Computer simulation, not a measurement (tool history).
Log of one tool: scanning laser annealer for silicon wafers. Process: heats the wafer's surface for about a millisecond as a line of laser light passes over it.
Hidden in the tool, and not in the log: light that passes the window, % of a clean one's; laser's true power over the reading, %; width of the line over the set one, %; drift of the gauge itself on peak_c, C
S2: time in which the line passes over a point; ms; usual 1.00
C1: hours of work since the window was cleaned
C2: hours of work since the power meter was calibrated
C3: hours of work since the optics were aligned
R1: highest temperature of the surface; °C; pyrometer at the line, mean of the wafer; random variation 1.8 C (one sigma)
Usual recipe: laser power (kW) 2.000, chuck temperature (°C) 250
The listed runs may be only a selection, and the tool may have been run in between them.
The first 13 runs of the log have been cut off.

{"run": 14, "day": 26.479, "laser power (kW)": 2.0, "S2": 1.0, "chuck temperature (°C)": 250, "C1": 178, "C2": 1899, "C3": 236, "R1": 1005}
{"run": 15, "day": 28.271, "laser power (kW)": 2.0, "S2": 1.0, "chuck temperature (°C)": 250, "C1": 203, "C2": 1925, "C3": 262, "R1": 1000}
{"run": 16, "day": 29.467, "laser power (kW)": 2.1, "S2": 1.0, "chuck temperature (°C)": 250, "C1": 220, "C2": 1942, "C3": 279, "R1": 1044}
{"run": 17, "day": 32.167, "laser power (kW)": 2.1, "S2": 1.0, "chuck temperature (°C)": 237, "C1": 259, "C2": 1981, "C3": 318, "R1": 1026}
{"run": 18, "day": 33.421, "laser power (kW)": 2.0, "S2": 1.0, "chuck temperature (°C)": 250, "C1": 277, "C2": 1999, "C3": 336, "R1": 990}
{"run": 19, "day": 35.096, "laser power (kW)": 2.091, "S2": 0.9, "chuck temperature (°C)": 256, "C1": 301, "C2": 2023, "C3": 360, "R1": 991}
{"run": 20, "day": 37.008, "laser power (kW)": 2.091, "S2": 0.9, "chuck temperature (°C)": 227, "C1": 329, "C2": 2050, "C3": 388, "R1": 963}
{"run": 21, "day": 38.888, "laser power (kW)": 2.091, "S2": 0.9, "chuck temperature (°C)": 227, "C1": 356, "C2": 2077, "C3": 415, "R1": 960}
{"run": 22, "day": 41.588, "laser power (kW)": 1.88, "S2": 1.17, "chuck temperature (°C)": 223, "C1": 394, "C2": 2116, "C3": 453, "R1": 960}
{"run": 23, "day": 44.15, "laser power (kW)": 1.948, "S2": 0.89, "chuck temperature (°C)": 234, "C1": 431, "C2": 2153, "C3": 490, "R1": 884}
{"run": 24, "day": 45.479, "laser power (kW)": 2.031, "S2": 0.89, "chuck temperature (°C)": 216, "C1": 450, "C2": 2172, "C3": 509, "R1": 902}
{"run": 25, "day": 47.646, "laser power (kW)": 2.031, "S2": 1.2, "chuck temperature (°C)": 216, "C1": 481, "C2": 2203, "C3": 540, "R1": 1031}
{"run": 26, "day": 49.15, "laser power (kW)": 2.0, "S2": 1.0, "chuck temperature (°C)": 224, "C1": 503, "C2": 2224, "C3": 562, "R1": 942}
{"run": 27, "day": 50.671, "laser power (kW)": 2.125, "S2": 0.97, "chuck temperature (°C)": 224, "C1": 525, "C2": 2246, "C3": 584, "R1": 982}
{"run": 28, "day": 52.733, "laser power (kW)": 1.988, "S2": 0.97, "chuck temperature (°C)": 230, "C1": 555, "C2": 2276, "C3": 613, "R1": 920}
{"run": 29, "day": 54.838, "laser power (kW)": 1.819, "S2": 1.0, "chuck temperature (°C)": 237, "C1": 585, "C2": 2306, "C3": 644, "R1": 864}
{"day": 57.217, "done": "window over the wafer cleaned"}
{"run": 30, "day": 57.604, "laser power (kW)": 2.09, "S2": 1.0, "chuck temperature (°C)": 228, "C1": 6, "C2": 2345, "C3": 682, "R1": 1024}
{"run": 31, "day": 59.158, "laser power (kW)": 2.09, "S2": 1.0, "chuck temperature (°C)": 228, "C1": 28, "C2": 2367, "C3": 704, "R1": 1023}
{"run": 32, "day": 61.546, "laser power (kW)": 2.17, "S2": 1.0, "chuck temperature (°C)": 228, "C1": 62, "C2": 2401, "C3": 739, "R1": 1061}
{"run": 33, "day": 63.0, "laser power (kW)": 2.17, "S2": 1.0, "chuck temperature (°C)": 228, "C1": 83, "C2": 2422, "C3": 760, "R1": 1055}
{"day": 64.5, "done": "optics aligned, line set to its width"}
{"run": 34, "day": 64.954, "laser power (kW)": 1.855, "S2": 1.0, "chuck temperature (°C)": 245, "C1": 108, "C2": 2447, "C3": 6, "R1": 938}
{"run": 35, "day": 66.546, "laser power (kW)": 1.855, "S2": 1.0, "chuck temperature (°C)": 245, "C1": 131, "C2": 2470, "C3": 29, "R1": 935}
{"run": 36, "day": 69.367, "laser power (kW)": 1.834, "S2": 0.78, "chuck temperature (°C)": 250, "C1": 171, "C2": 2511, "C3": 70, "R1": 840}

Each row is a separate what-if for the run after 36, all from the same tool condition, not one after another. Results?
{"run": "A", "day": 70.783, "laser power (kW)": 1.991, "S2": 1.24, "chuck temperature (°C)": 253, "C1": 192, "C2": 2531, "C3": 90, "R1": "?"}
{"run": "B", "day": 70.783, "laser power (kW)": 1.852, "S2": 0.78, "chuck temperature (°C)": 221, "C1": 192, "C2": 2531, "C3": 90, "R1": "?"}
{"run": "C", "day": 70.783, "laser power (kW)": 1.834, "S2": 1.02, "chuck temperature (°C)": 248, "C1": 192, "C2": 2531, "C3": 90, "R1": "?"}
{"run": "D", "day": 70.783, "laser power (kW)": 2.064, "S2": 0.78, "chuck temperature (°C)": 250, "C1": 192, "C2": 2531, "C3": 90, "R1": "?"}
{"run": "E", "day": 70.783, "laser power (kW)": 1.898, "S2": 1.0, "chuck temperature (°C)": 214, "C1": 192, "C2": 2531, "C3": 90, "R1": "?"}

run=A R1=1102
run=B R1=811
run=C R1=934
run=D R1=929
run=E R1=917
With no hidden state in the tool, these same runs would have given:
run=A R1=1132
run=B R1=832
run=C R1=958
run=D R1=953
run=E R1=942
